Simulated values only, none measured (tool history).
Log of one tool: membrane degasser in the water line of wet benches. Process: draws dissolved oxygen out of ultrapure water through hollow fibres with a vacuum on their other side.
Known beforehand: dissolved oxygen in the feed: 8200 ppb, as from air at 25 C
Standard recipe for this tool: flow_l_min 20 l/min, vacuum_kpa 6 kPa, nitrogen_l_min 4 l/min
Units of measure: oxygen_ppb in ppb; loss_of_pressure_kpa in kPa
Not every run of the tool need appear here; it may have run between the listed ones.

run    hour  flow_l_min  vacuum_kpa  nitrogen_l_min  oxygen_ppb  loss_of_pressure_kpa
  1       0          20           6               4          37                 54.39
       65.5  -- seals of the vacuum lines changed
  2   103.3          20           6               4        35.7                 54.03
  3     209          20           6               4        36.3                 54.35
  4   330.7          20           6               4        36.1                 54.82
  5     395          18           6               4        31.4                  49.2
  6   524.6          18           6               4        31.8                 48.57
  7   611.1          18           6               4        31.1                 48.77
  8   687.4          18           6               4        32.4                 49.08
  9   793.7          18           6               4        32.3                    49
 10   884.2          20           6               4        36.8                 54.34
 11   998.1          20           6               4        36.5                 54.41
 12    1095          28           6               4        64.4                 76.12
 13  1210.6          28        7.41               4        87.9                 75.75
 14  1337.1          18           6               4        31.7                 49.27
 15  1443.8          20        5.29            2.59        41.6                 54.26
 16  1520.6          32        4.05            2.57        58.5                 87.25
 17  1601.9          21        9.87            2.52       132.3                 57.56
 18  1676.8          12        6.54            7.12        14.2                 32.38
 19  1784.5          12        6.54            7.12        14.4                 32.57
 20  1910.6          12        6.54            7.12        14.3                 32.72
 21  1981.8          12        6.54            7.12        14.4                 32.52
 22  2108.7          28       13.66            1.67       399.8                 76.06
 23  2229.2          28       13.66            1.67       398.5                 76.78
 24  2299.2          14        6.26            4.93        21.9                  37.9
 25  2430.1          23        6.26            4.93        40.5                 63.09
 26  2505.1          20        5.43             6.1        21.1                 55.15
 27  2590.7          20        5.43             6.1        21.1                 54.59

Predict each of these 5 candidate next runs independently; none follows another, all start after run 27:
  A  2706.6          16       11.28            9.53           ?                     ?
  B  2706.6          13        5.65               4           ?                     ?
  C  2706.6          20           6           10.25           ?                     ?
  D  2706.6          20        9.21            1.93           ?                     ?
  E  2706.6          20        5.43            3.15           ?                     ?

run  oxygen_ppb  loss_of_pressure_kpa
  A        34.5                 43.55
  B        20.4                 35.51
  C        16.1                 54.91
  D       148.1                 54.85
  E          37                 54.75
Without the tool's unlogged condition, the same runs would have read:
run  oxygen_ppb  loss_of_pressure_kpa
  A        33.9                 42.57
  B        19.8                 34.71
  C        15.4                 53.67
  D       145.8                 53.62
  E        35.7                 53.51

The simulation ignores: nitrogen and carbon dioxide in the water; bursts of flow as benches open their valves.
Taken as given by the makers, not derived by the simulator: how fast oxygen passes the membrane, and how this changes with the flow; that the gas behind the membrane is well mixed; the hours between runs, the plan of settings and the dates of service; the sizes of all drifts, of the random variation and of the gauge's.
